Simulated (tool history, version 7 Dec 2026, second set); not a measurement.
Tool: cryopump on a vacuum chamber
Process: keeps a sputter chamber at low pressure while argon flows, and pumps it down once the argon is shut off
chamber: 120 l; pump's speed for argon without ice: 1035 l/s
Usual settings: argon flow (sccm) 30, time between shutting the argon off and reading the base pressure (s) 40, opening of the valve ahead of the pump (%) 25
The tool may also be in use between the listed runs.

run,hour,argon flow (sccm),time between shutting the argon off and reading the base pressure (s),opening of the valve ahead of the pump (%),pressure while argon flows (Pa),pressure after the wait (uPa)
1,0.0,30,40,25,0.2021,3.60
2,14.4,30,40,25,0.2046,3.61
3,25.6,30,40,25,0.2029,3.71
4,40.5,30,40,25,0.2044,3.72
5,49.7,30,40,25,0.2025,3.63
6,65.7,30,40,25,0.2043,3.70
7,76.1,30,40,25,0.2032,3.83
8,89.3,30,40,25,0.2058,3.79
9,104.6,30,40,25,0.2035,3.83
10,114.4,30,40,40,0.1313,3.89
11,127.2,30,40,40,0.1315,3.92
12,135.7,30,40,25,0.2056,3.86
13,151.7,30,40,25,0.2056,3.98
14,160.3,25,40,25,0.1700,4.02
15,175.4,25,40,25,0.1714,3.85
16,182.1,44,40,25,0.3006,4.14
17,192.5,30,40,25,0.2057,3.91
18,200.2,37,219,33,0.1966,1.52
19,208.3,30,124,25,0.2060,1.97
20,223.8,30,299,25,0.2053,1.50
21,233.8,30,299,25,0.2076,1.47
22,244.4,15,30,25,0.1035,5.36
23,254.5,32,30,25,0.2211,5.26
24,265.3,32,257,47,0.1229,1.59
25,275.1,46,40,24,0.3303,4.30
26,284.0,21,60,25,0.1450,3.25
27,297.8,56,264,59,0.1776,1.65
28,310.0,58,126,25,0.4003,2.28
29,325.0,44,114,38,0.2088,2.30
30,340.9,44,114,38,0.2082,2.43
31,348.8,44,114,38,0.2089,2.32
32,359.7,38,186,20,0.3265,1.99
33,367.4,38,186,20,0.3259,2.05
34,379.8,25,74,35,0.1267,3.03

3 ways to go on from here, each from the tool as it stands after run 34. What would each give?
A,389.7,13,253,59,?,?
B,389.7,14,188,22,?,?
C,389.7,13,23,36,?,?

run,pressure while argon flows (Pa),pressure after the wait (uPa)
A,0.0417,1.87
B,0.1096,2.03
C,0.0642,6.88
Without the tool's hidden state the same runs would have given:
run,pressure while argon flows (Pa),pressure after the wait (uPa)
A,0.0358,0.75
B,0.1033,0.92
C,0.0583,5.75
